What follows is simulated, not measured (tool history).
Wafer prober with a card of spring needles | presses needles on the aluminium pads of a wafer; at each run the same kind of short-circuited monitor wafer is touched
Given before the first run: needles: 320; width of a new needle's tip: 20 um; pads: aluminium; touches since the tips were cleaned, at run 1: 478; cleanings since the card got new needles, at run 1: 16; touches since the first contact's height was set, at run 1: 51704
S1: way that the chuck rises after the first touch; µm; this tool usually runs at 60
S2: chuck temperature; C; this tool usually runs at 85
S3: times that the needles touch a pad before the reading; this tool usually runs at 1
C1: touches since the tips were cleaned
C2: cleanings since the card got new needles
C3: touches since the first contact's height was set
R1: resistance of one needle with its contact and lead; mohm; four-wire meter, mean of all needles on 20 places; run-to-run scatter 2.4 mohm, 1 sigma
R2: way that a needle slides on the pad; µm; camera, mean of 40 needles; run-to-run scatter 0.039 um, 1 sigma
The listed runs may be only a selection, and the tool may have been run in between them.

run,day,S1,S2,S3,C1,C2,C3,R1,R2
1,0,60,85,1,478,16,51704,284,10.39
# day 0.829: tips cleaned on abrasive film
# day 1.721: tips cleaned on abrasive film
2,1.938,57,85,1,2214,18,71322,281,9.77
# day 2.567: tips cleaned on abrasive film
3,3.217,57,85,1,6619,19,84272,286,9.81
# day 3.433: tips cleaned on abrasive film
# day 4.375: tips cleaned on abrasive film
# day 5.238: tips cleaned on abrasive film
# day 5.458: height of the first contact set anew
4,5.458,57,85,1,2108,22,0,281,9.74
# day 6.279: tips cleaned on abrasive film
# day 7.183: tips cleaned on abrasive film
5,7.512,65,85,1,3316,24,20765,277,11.13
# day 8.117: tips cleaned on abrasive film
# day 9.021: tips cleaned on abrasive film
# day 9.971: tips cleaned on abrasive film
6,10.012,65,85,1,453,27,46062,275,11.21
# day 10.988: tips cleaned on abrasive film
# day 11.842: tips cleaned on abrasive film
7,12.592,61,85,1,7630,29,72193,278,10.52
# day 12.792: tips cleaned on abrasive film
# day 13.688: tips cleaned on abrasive film
# day 14.662: tips cleaned on abrasive film
8,14.946,61,85,1,2894,32,95984,276,10.52
# day 15.546: tips cleaned on abrasive film
# day 15.946: height of the first contact set anew
9,16.142,61,85,1,5931,33,1981,279,10.5
# day 16.45: tips cleaned on abrasive film
# day 17.471: tips cleaned on abrasive film
10,17.988,47,85,1,5251,35,20669,279,8.09
# day 18.325: tips cleaned on abrasive film
# day 19.221: tips cleaned on abrasive film
# day 20.067: tips cleaned on abrasive film
11,20.629,47,85,1,5713,38,47363,281,8.07
# day 20.975: tips cleaned on abrasive film
# day 21.833: tips cleaned on abrasive film
# day 22.804: tips cleaned on abrasive film
12,22.871,60,85,1,696,41,70027,281,10.23
# day 23.733: tips cleaned on abrasive film
13,24.312,60,85,2,5871,42,84638,282,10.27
# day 24.646: tips cleaned on abrasive film
# day 25.596: tips cleaned on abrasive film
14,26.25,60,85,2,6653,44,104245,277,10.23
# day 26.496: tips cleaned on abrasive film
# day 26.508: height of the first contact set anew
# day 27.488: tips cleaned on abrasive film
15,27.9,60,85,2,4180,46,14106,278,10.31
# day 28.508: tips cleaned on abrasive film
# day 29.517: tips cleaned on abrasive film
16,29.554,60,85,2,376,48,30811,281,10.28
# day 30.396: tips cleaned on abrasive film
17,30.792,60,85,2,4023,49,43365,279,10.39
# day 31.362: tips cleaned on abrasive film
18,31.967,60,118,3,6150,50,55259,290,10.26
# day 32.279: tips cleaned on abrasive film
# day 33.15: tips cleaned on abrasive film
# day 34.012: tips cleaned on abrasive film
19,34.012,76,98,2,0,53,75922,279,13.05
# day 34.921: tips cleaned on abrasive film
# day 35.788: tips cleaned on abrasive film
20,36.146,76,98,2,3643,55,97499,280,13.06
# day 36.738: tips cleaned on abrasive film
# day 37.088: height of the first contact set anew
# day 37.596: tips cleaned on abrasive film
21,37.596,49,98,2,0,57,5123,292,8.33
# day 38.458: tips cleaned on abrasive film
22,38.904,49,98,2,4513,58,18356,290,8.47
# day 39.492: tips cleaned on abrasive film
# day 40.454: tips cleaned on abrasive film
23,40.454,54,69,2,0,60,34029,276,9.27
# day 41.442: tips cleaned on abrasive film
24,41.812,54,69,2,3794,61,47817,277,9.2

Here are 4 independent what-if runs from the current tool condition. What would each one return?
# day 42.35: tips cleaned on abrasive film
# day 43.396: tips cleaned on abrasive film
A,43.583,45,85,2,1877,63,65697,?,?
# day 42.35: tips cleaned on abrasive film
# day 43.396: tips cleaned on abrasive film
B,43.583,78,57,2,1877,63,65697,?,?
# day 42.35: tips cleaned on abrasive film
# day 43.396: tips cleaned on abrasive film
C,43.583,67,30,2,1877,63,65697,?,?
# day 42.35: tips cleaned on abrasive film
# day 43.396: tips cleaned on abrasive film
D,43.583,70,53,3,1877,63,65697,?,?

run,R1,R2
A,282,7.75
B,266,13.41
C,264,11.52
D,271,12.06
Stripped of hidden state, with their random variation kept, the same runs would have yielded:
run,R1,R2
A,282,7.76
B,266,13.41
C,264,11.52
D,271,12.06
